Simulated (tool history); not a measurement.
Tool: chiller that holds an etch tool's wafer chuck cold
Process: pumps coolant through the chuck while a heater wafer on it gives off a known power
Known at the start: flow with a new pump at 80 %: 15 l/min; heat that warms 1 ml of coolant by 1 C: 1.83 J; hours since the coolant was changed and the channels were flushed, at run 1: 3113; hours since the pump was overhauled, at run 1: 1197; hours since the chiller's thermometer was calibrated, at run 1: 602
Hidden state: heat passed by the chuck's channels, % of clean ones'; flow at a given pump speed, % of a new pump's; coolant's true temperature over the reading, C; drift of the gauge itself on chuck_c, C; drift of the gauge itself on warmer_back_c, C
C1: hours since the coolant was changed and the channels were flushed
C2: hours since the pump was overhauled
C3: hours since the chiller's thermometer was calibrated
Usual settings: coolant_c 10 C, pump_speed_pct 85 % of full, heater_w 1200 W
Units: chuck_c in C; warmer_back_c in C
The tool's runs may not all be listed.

{"run": 1, "hour": 0.0, "coolant_c": 10, "pump_speed_pct": 85, "heater_w": 1200, "C1": 3113, "C2": 1197, "C3": 602, "chuck_c": 17.8, "warmer_back_c": 2.46}
{"run": 2, "hour": 34.9, "coolant_c": 10, "pump_speed_pct": 85, "heater_w": 1200, "C1": 3148, "C2": 1232, "C3": 637, "chuck_c": 17.8, "warmer_back_c": 2.42}
{"run": 3, "hour": 64.7, "coolant_c": 10, "pump_speed_pct": 85, "heater_w": 1200, "C1": 3178, "C2": 1262, "C3": 667, "chuck_c": 18, "warmer_back_c": 2.48}
{"run": 4, "hour": 88.3, "coolant_c": 10, "pump_speed_pct": 85, "heater_w": 1200, "C1": 3202, "C2": 1285, "C3": 691, "chuck_c": 18, "warmer_back_c": 2.48}
{"run": 5, "hour": 110.2, "coolant_c": 10, "pump_speed_pct": 73, "heater_w": 1200, "C1": 3224, "C2": 1307, "C3": 712, "chuck_c": 18.8, "warmer_back_c": 2.98}
{"run": 6, "hour": 132.6, "coolant_c": 10, "pump_speed_pct": 73, "heater_w": 1200, "C1": 3246, "C2": 1330, "C3": 735, "chuck_c": 19, "warmer_back_c": 2.91}
{"run": 7, "hour": 172.7, "coolant_c": 10, "pump_speed_pct": 73, "heater_w": 1200, "C1": 3286, "C2": 1370, "C3": 775, "chuck_c": 18.8, "warmer_back_c": 2.87}
{"run": 8, "hour": 201.5, "coolant_c": 10, "pump_speed_pct": 73, "heater_w": 1200, "C1": 3315, "C2": 1398, "C3": 804, "chuck_c": 18.9, "warmer_back_c": 2.9}
{"hour": 237.5, "done": "coolant changed, channels flushed"}
{"run": 9, "hour": 247.6, "coolant_c": 10, "pump_speed_pct": 85, "heater_w": 1200, "C1": 10, "C2": 1439, "C3": 844, "chuck_c": 17.7, "warmer_back_c": 2.49}
{"run": 10, "hour": 288.6, "coolant_c": 10, "pump_speed_pct": 85, "heater_w": 1200, "C1": 51, "C2": 1480, "C3": 885, "chuck_c": 17.5, "warmer_back_c": 2.47}
{"run": 11, "hour": 320.3, "coolant_c": 10, "pump_speed_pct": 85, "heater_w": 1200, "C1": 83, "C2": 1511, "C3": 917, "chuck_c": 17.7, "warmer_back_c": 2.45}
{"run": 12, "hour": 368.3, "coolant_c": 10, "pump_speed_pct": 85, "heater_w": 1200, "C1": 131, "C2": 1559, "C3": 965, "chuck_c": 17.9, "warmer_back_c": 2.42}
{"run": 13, "hour": 397.9, "coolant_c": 10, "pump_speed_pct": 85, "heater_w": 1200, "C1": 160, "C2": 1589, "C3": 994, "chuck_c": 17.7, "warmer_back_c": 2.47}
{"run": 14, "hour": 420.6, "coolant_c": 10, "pump_speed_pct": 85, "heater_w": 1200, "C1": 183, "C2": 1612, "C3": 1017, "chuck_c": 17.8, "warmer_back_c": 2.45}
{"run": 15, "hour": 446.6, "coolant_c": 10, "pump_speed_pct": 85, "heater_w": 1200, "C1": 209, "C2": 1638, "C3": 1043, "chuck_c": 17.8, "warmer_back_c": 2.44}
{"run": 16, "hour": 493.1, "coolant_c": 17, "pump_speed_pct": 85, "heater_w": 1200, "C1": 256, "C2": 1684, "C3": 1089, "chuck_c": 24.8, "warmer_back_c": 2.45}
{"run": 17, "hour": 541.8, "coolant_c": 7, "pump_speed_pct": 65, "heater_w": 1200, "C1": 304, "C2": 1733, "C3": 1138, "chuck_c": 16.8, "warmer_back_c": 3.31}
{"run": 18, "hour": 582.4, "coolant_c": 4, "pump_speed_pct": 94, "heater_w": 1600, "C1": 345, "C2": 1773, "C3": 1179, "chuck_c": 13.7, "warmer_back_c": 2.93}
{"run": 19, "hour": 605.3, "coolant_c": 4, "pump_speed_pct": 70, "heater_w": 1532, "C1": 368, "C2": 1796, "C3": 1202, "chuck_c": 15.6, "warmer_back_c": 3.93}
{"run": 20, "hour": 654.2, "coolant_c": 5, "pump_speed_pct": 70, "heater_w": 988, "C1": 417, "C2": 1845, "C3": 1250, "chuck_c": 12.6, "warmer_back_c": 2.48}
{"run": 21, "hour": 679.7, "coolant_c": 10, "pump_speed_pct": 99, "heater_w": 1200, "C1": 442, "C2": 1871, "C3": 1276, "chuck_c": 16.9, "warmer_back_c": 2.05}
{"run": 22, "hour": 708.8, "coolant_c": 10, "pump_speed_pct": 75, "heater_w": 616, "C1": 471, "C2": 1900, "C3": 1305, "chuck_c": 14.5, "warmer_back_c": 1.41}
{"run": 23, "hour": 747.6, "coolant_c": 2, "pump_speed_pct": 77, "heater_w": 1128, "C1": 510, "C2": 1939, "C3": 1344, "chuck_c": 10.1, "warmer_back_c": 2.55}
{"run": 24, "hour": 787.6, "coolant_c": 8, "pump_speed_pct": 77, "heater_w": 1177, "C1": 550, "C2": 1979, "C3": 1384, "chuck_c": 16.3, "warmer_back_c": 2.7}
{"run": 25, "hour": 830.8, "coolant_c": 16, "pump_speed_pct": 85, "heater_w": 1417, "C1": 593, "C2": 2022, "C3": 1427, "chuck_c": 25.2, "warmer_back_c": 2.84}
{"run": 26, "hour": 860.4, "coolant_c": 7, "pump_speed_pct": 96, "heater_w": 1390, "C1": 623, "C2": 2051, "C3": 1457, "chuck_c": 14.9, "warmer_back_c": 2.48}
{"run": 27, "hour": 900.1, "coolant_c": 6, "pump_speed_pct": 75, "heater_w": 1434, "C1": 663, "C2": 2091, "C3": 1496, "chuck_c": 16.3, "warmer_back_c": 3.29}
{"run": 28, "hour": 944.7, "coolant_c": 10, "pump_speed_pct": 87, "heater_w": 1311, "C1": 707, "C2": 2136, "C3": 1541, "chuck_c": 18.2, "warmer_back_c": 2.64}
{"run": 29, "hour": 983.1, "coolant_c": 16, "pump_speed_pct": 87, "heater_w": 1447, "C1": 746, "C2": 2174, "C3": 1579, "chuck_c": 25.3, "warmer_back_c": 2.83}
{"run": 30, "hour": 1028.5, "coolant_c": 1, "pump_speed_pct": 93, "heater_w": 1542, "C1": 791, "C2": 2220, "C3": 1625, "chuck_c": 10.1, "warmer_back_c": 2.81}
{"run": 31, "hour": 1066.7, "coolant_c": 12, "pump_speed_pct": 94, "heater_w": 967, "C1": 829, "C2": 2258, "C3": 1663, "chuck_c": 17.7, "warmer_back_c": 1.78}
{"run": 32, "hour": 1091.8, "coolant_c": 10, "pump_speed_pct": 94, "heater_w": 1086, "C1": 854, "C2": 2283, "C3": 1688, "chuck_c": 16.4, "warmer_back_c": 2}

How the hidden state differs across the entries between the runs, from the last listed run before each to the first after it:
Between runs 8 and 9: coolant changed, channels flushed (hour 237.5)
  heat passed by the chuck's channels, % of clean ones': 99.9 -> 100
